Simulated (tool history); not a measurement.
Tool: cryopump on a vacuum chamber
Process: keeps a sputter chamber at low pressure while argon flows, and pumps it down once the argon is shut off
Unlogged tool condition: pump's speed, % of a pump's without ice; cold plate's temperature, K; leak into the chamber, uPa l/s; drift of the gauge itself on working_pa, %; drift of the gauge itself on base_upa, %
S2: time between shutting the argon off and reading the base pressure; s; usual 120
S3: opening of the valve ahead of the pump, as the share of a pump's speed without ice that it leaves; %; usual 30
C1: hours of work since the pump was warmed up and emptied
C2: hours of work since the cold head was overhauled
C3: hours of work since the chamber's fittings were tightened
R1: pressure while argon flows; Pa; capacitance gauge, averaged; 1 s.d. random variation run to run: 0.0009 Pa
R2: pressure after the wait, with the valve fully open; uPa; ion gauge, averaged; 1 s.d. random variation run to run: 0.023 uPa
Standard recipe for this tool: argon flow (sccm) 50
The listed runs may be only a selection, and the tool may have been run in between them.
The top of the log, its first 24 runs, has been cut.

{"run": 25, "day": 87.029, "argon flow (sccm)": 50, "S2": 120, "S3": 20, "C1": 356, "C2": 4958, "C3": 1134, "R1": 0.2943, "R2": 2.24}
{"run": 26, "day": 91.942, "argon flow (sccm)": 36, "S2": 48, "S3": 39, "C1": 461, "C2": 5063, "C3": 1239, "R1": 0.1171, "R2": 3.1}
{"run": 27, "day": 94.538, "argon flow (sccm)": 36, "S2": 232, "S3": 35, "C1": 516, "C2": 5119, "C3": 1294, "R1": 0.1296, "R2": 2.26}
{"run": 28, "day": 98.917, "argon flow (sccm)": 36, "S2": 232, "S3": 35, "C1": 610, "C2": 5212, "C3": 1388, "R1": 0.1317, "R2": 2.59}
{"run": 29, "day": 102.758, "argon flow (sccm)": 36, "S2": 232, "S3": 35, "C1": 692, "C2": 5294, "C3": 1470, "R1": 0.1341, "R2": 2.84}
{"day": 104.204, "done": "pump warmed up, emptied and cooled again"}
{"run": 30, "day": 107.162, "argon flow (sccm)": 71, "S2": 221, "S3": 19, "C1": 63, "C2": 5384, "C3": 1559, "R1": 0.4224, "R2": 2.17}
{"run": 31, "day": 110.958, "argon flow (sccm)": 49, "S2": 26, "S3": 19, "C1": 144, "C2": 5465, "C3": 1640, "R1": 0.2956, "R2": 4.29}
{"run": 32, "day": 114.512, "argon flow (sccm)": 49, "S2": 26, "S3": 19, "C1": 220, "C2": 5541, "C3": 1716, "R1": 0.3001, "R2": 4.47}
{"run": 33, "day": 117.629, "argon flow (sccm)": 21, "S2": 26, "S3": 19, "C1": 287, "C2": 5607, "C3": 1783, "R1": 0.1281, "R2": 4.71}
{"run": 34, "day": 120.767, "argon flow (sccm)": 73, "S2": 38, "S3": 30, "C1": 354, "C2": 5674, "C3": 1850, "R1": 0.2944, "R2": 3.99}

Forecast each of these 3 alternatives for the next run:
{"run": "A", "day": 123.546, "argon flow (sccm)": 88, "S2": 38, "S3": 30, "C1": 413, "C2": 5733, "C3": 1909, "R1": "?", "R2": "?"}
{"run": "B", "day": 123.546, "argon flow (sccm)": 41, "S2": 145, "S3": 17, "C1": 413, "C2": 5733, "C3": 1909, "R1": "?", "R2": "?"}
{"run": "C", "day": 123.546, "argon flow (sccm)": 22, "S2": 120, "S3": 28, "C1": 413, "C2": 5733, "C3": 1909, "R1": "?", "R2": "?"}

run=A R1=0.3567 R2=4.31
run=B R1=0.2829 R2=3.15
run=C R1=0.095 R2=3.26
Without the tool's hidden state the same runs would have given:
run=A R1=0.3303 R2=1.75
run=B R1=0.2706 R2=0.58
run=C R1=0.0884 R2=0.69
